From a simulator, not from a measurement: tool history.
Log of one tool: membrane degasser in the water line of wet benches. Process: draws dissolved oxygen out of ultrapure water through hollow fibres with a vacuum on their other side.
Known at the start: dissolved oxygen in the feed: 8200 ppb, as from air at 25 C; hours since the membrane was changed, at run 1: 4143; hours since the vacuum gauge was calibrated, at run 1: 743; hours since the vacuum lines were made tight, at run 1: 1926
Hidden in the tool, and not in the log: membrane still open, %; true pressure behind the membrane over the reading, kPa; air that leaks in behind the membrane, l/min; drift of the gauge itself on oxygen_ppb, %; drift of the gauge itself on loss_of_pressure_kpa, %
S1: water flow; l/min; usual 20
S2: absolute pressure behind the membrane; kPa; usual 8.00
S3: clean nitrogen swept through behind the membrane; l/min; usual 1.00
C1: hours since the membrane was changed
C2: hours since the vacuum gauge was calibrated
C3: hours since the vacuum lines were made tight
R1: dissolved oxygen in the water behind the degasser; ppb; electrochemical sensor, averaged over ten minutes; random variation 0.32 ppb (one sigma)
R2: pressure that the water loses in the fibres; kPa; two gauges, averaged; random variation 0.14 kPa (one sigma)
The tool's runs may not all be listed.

{"run": 1, "hour": 0.0, "S1": 20, "S2": 8.0, "S3": 1.0, "C1": 4143, "C2": 743, "C3": 1926, "R1": 212.1, "R2": 54.12}
{"run": 2, "hour": 76.3, "S1": 20, "S2": 8.0, "S3": 0.49, "C1": 4219, "C2": 819, "C3": 2003, "R1": 379.4, "R2": 54.2}
{"run": 3, "hour": 198.4, "S1": 20, "S2": 8.0, "S3": 0.49, "C1": 4341, "C2": 942, "C3": 2125, "R1": 379.6, "R2": 53.94}
{"run": 4, "hour": 263.2, "S1": 16, "S2": 8.0, "S3": 0.49, "C1": 4406, "C2": 1006, "C3": 2190, "R1": 316.0, "R2": 43.32}
{"run": 5, "hour": 332.9, "S1": 16, "S2": 8.0, "S3": 0.49, "C1": 4476, "C2": 1076, "C3": 2259, "R1": 317.5, "R2": 43.26}
{"run": 6, "hour": 431.2, "S1": 23, "S2": 8.0, "S3": 0.49, "C1": 4574, "C2": 1174, "C3": 2357, "R1": 424.6, "R2": 62.28}
{"run": 7, "hour": 493.1, "S1": 23, "S2": 8.0, "S3": 0.49, "C1": 4636, "C2": 1236, "C3": 2419, "R1": 424.0, "R2": 62.18}
{"run": 8, "hour": 578.6, "S1": 18, "S2": 8.0, "S3": 1.46, "C1": 4721, "C2": 1322, "C3": 2505, "R1": 137.3, "R2": 48.75}
{"run": 9, "hour": 663.8, "S1": 18, "S2": 8.0, "S3": 1.46, "C1": 4807, "C2": 1407, "C3": 2590, "R1": 137.1, "R2": 48.65}
{"run": 10, "hour": 781.8, "S1": 18, "S2": 8.0, "S3": 1.46, "C1": 4925, "C2": 1525, "C3": 2708, "R1": 137.2, "R2": 48.76}
{"run": 11, "hour": 848.2, "S1": 20, "S2": 8.46, "S3": 2.33, "C1": 4991, "C2": 1591, "C3": 2774, "R1": 108.7, "R2": 53.76}

Forecast run 12:
{"run": 12, "hour": 985.7, "S1": 20, "S2": 13.12, "S3": 1.22, "C1": 5129, "C2": 1729, "C3": 2912, "R1": "?", "R2": "?"}

{"run 12": {"R1": 358.1, "R2": 53.96}}
Without the tool's hidden state the same run would have given R1 358.0 ppb, R2 53.95 kPa.
